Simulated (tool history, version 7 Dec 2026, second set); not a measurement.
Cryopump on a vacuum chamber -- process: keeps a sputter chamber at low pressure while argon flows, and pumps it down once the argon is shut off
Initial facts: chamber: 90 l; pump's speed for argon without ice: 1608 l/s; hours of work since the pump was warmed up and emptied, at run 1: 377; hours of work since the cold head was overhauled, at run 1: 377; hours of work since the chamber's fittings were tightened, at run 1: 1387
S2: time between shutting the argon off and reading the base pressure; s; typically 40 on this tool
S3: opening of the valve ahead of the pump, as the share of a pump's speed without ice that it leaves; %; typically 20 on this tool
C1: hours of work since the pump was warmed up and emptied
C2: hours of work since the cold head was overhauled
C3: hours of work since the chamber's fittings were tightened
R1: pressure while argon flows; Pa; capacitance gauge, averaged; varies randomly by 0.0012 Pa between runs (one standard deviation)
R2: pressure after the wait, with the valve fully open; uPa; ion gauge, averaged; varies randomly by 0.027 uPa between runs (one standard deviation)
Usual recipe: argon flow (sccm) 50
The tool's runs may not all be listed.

run 1 hour=0.0 | argon_flow_(sccm)=50 S2=40 S3=20 | C1=377 C2=377 C3=1387 | R1=0.2671 R2=2.49
run 2 hour=15.0 | argon_flow_(sccm)=50 S2=40 S3=20 | C1=386 C2=386 C3=1396 | R1=0.2673 R2=2.46
run 3 hour=36.5 | argon_flow_(sccm)=50 S2=40 S3=20 | C1=400 C2=400 C3=1410 | R1=0.2687 R2=2.51
run 4 hour=65.5 | argon_flow_(sccm)=50 S2=40 S3=20 | C1=418 C2=418 C3=1428 | R1=0.2665 R2=2.50
run 5 hour=81.6 | argon_flow_(sccm)=50 S2=40 S3=20 | C1=428 C2=428 C3=1438 | R1=0.2685 R2=2.48
run 6 hour=97.0 | argon_flow_(sccm)=50 S2=40 S3=20 | C1=438 C2=438 C3=1448 | R1=0.2657 R2=2.51
run 7 hour=117.5 | argon_flow_(sccm)=50 S2=40 S3=20 | C1=451 C2=451 C3=1461 | R1=0.2653 R2=2.44
run 8 hour=133.7 | argon_flow_(sccm)=50 S2=40 S3=20 | C1=461 C2=461 C3=1471 | R1=0.2677 R2=2.63
run 9 hour=152.6 | argon_flow_(sccm)=50 S2=40 S3=20 | C1=473 C2=473 C3=1483 | R1=0.2680 R2=2.52
run 10 hour=167.8 | argon_flow_(sccm)=50 S2=40 S3=20 | C1=483 C2=483 C3=1492 | R1=0.2701 R2=2.60
run 11 hour=193.1 | argon_flow_(sccm)=50 S2=40 S3=25 | C1=498 C2=498 C3=1508 | R1=0.2164 R2=2.64
run 12 hour=212.8 | argon_flow_(sccm)=50 S2=40 S3=20 | C1=511 C2=511 C3=1521 | R1=0.2715 R2=2.61
run 13 hour=230.8 | argon_flow_(sccm)=50 S2=40 S3=20 | C1=522 C2=522 C3=1532 | R1=0.2687 R2=2.60
run 14 hour=257.5 | argon_flow_(sccm)=50 S2=257 S3=16 | C1=539 C2=539 C3=1549 | R1=0.3344 R2=1.81
run 15 hour=275.2 | argon_flow_(sccm)=50 S2=257 S3=16 | C1=550 C2=550 C3=1560 | R1=0.3344 R2=1.83
run 16 hour=307.4 | argon_flow_(sccm)=64 S2=42 S3=15 | C1=570 C2=570 C3=1580 | R1=0.4573 R2=2.59
run 17 hour=327.8 | argon_flow_(sccm)=64 S2=42 S3=15 | C1=583 C2=583 C3=1593 | R1=0.4568 R2=2.74
run 18 hour=342.7 | argon_flow_(sccm)=50 S2=26 S3=20 | C1=593 C2=593 C3=1602 | R1=0.2704 R2=3.28
run 19 hour=356.8 | argon_flow_(sccm)=50 S2=26 S3=20 | C1=602 C2=602 C3=1611 | R1=0.2705 R2=3.27
run 20 hour=378.9 | argon_flow_(sccm)=52 S2=287 S3=43 | C1=615 C2=615 C3=1625 | R1=0.1342 R2=1.87
run 21 hour=402.0 | argon_flow_(sccm)=24 S2=87 S3=24 | C1=630 C2=630 C3=1640 | R1=0.1087 R2=2.20
run 22 hour=418.9 | argon_flow_(sccm)=44 S2=22 S3=20 | C1=641 C2=641 C3=1650 | R1=0.2372 R2=3.67
run 23 hour=438.1 | argon_flow_(sccm)=50 S2=197 S3=50 | C1=653 C2=653 C3=1663 | R1=0.1132 R2=1.98
run 24 hour=456.5 | argon_flow_(sccm)=33 S2=90 S3=32 | C1=664 C2=664 C3=1674 | R1=0.1128 R2=2.22
run 25 hour=472.4 | argon_flow_(sccm)=25 S2=100 S3=34 | C1=674 C2=674 C3=1684 | R1=0.0808 R2=2.16

Each row is a separate what-if for the run after 25, all from the same tool condition, not one after another. Results?
run A hour=499.6 | argon_flow_(sccm)=99 S2=23 S3=17 | C1=691 C2=691 C3=1701 | R1=? R2=?
run B hour=499.6 | argon_flow_(sccm)=50 S2=40 S3=48 | C1=691 C2=691 C3=1701 | R1=? R2=?
run C hour=499.6 | argon_flow_(sccm)=28 S2=88 S3=54 | C1=691 C2=691 C3=1701 | R1=? R2=?
run D hour=499.6 | argon_flow_(sccm)=25 S2=199 S3=15 | C1=691 C2=691 C3=1701 | R1=? R2=?
run E hour=499.6 | argon_flow_(sccm)=30 S2=100 S3=42 | C1=691 C2=691 C3=1701 | R1=? R2=?

run=A R1=0.6314 R2=3.57
run=B R1=0.1167 R2=2.83
run=C R1=0.0594 R2=2.21
run=D R1=0.1799 R2=2.03
run=E R1=0.0801 R2=2.18
With the hidden condition removed and each run's random variation left untouched, the same runs would have given:
run=A R1=0.6157 R2=1.97
run=B R1=0.1089 R2=1.22
run=C R1=0.0550 R2=0.63
run=D R1=0.1759 R2=0.40
run=E R1=0.0753 R2=0.60
